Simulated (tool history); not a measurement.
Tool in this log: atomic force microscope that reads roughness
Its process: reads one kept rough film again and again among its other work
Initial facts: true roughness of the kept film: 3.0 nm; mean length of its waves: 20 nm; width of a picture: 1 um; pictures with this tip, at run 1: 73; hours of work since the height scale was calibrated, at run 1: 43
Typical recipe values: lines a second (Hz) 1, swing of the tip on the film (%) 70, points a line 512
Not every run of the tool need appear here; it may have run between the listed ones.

run,day,lines a second (Hz),swing of the tip on the film (%),points a line,pictures with this tip,hours of work since the height scale was calibrated,roughness of the kept film (nm (root mean square))
1,0,1,70,512,73,43,2.255
2,0.346,1,59,512,88,49,2.223
3,0.658,0.56,70,512,103,54,2.177
4,0.929,0.56,70,512,115,59,2.138
# day 1.008: height scale calibrated on a step standard
5,1.492,0.56,70,512,139,9,2.076
6,1.967,0.56,70,512,161,17,2.035
7,2.454,0.92,59,512,183,26,1.977
8,2.908,0.92,59,512,204,34,1.94
# day 3.038: height scale calibrated on a step standard, once more
9,3.446,2.61,57,512,227,7,1.868
10,3.854,0.75,72,282,246,15,1.838

Predict the results of run 11:
11,4.162,0.75,72,282,260,20,?

Run 11 measured roughness of the kept film (nm (root mean square)) 1.778.
Had the tool carried no hidden state, the very same run would have given roughness of the kept film (nm (root mean square)) 2.474.
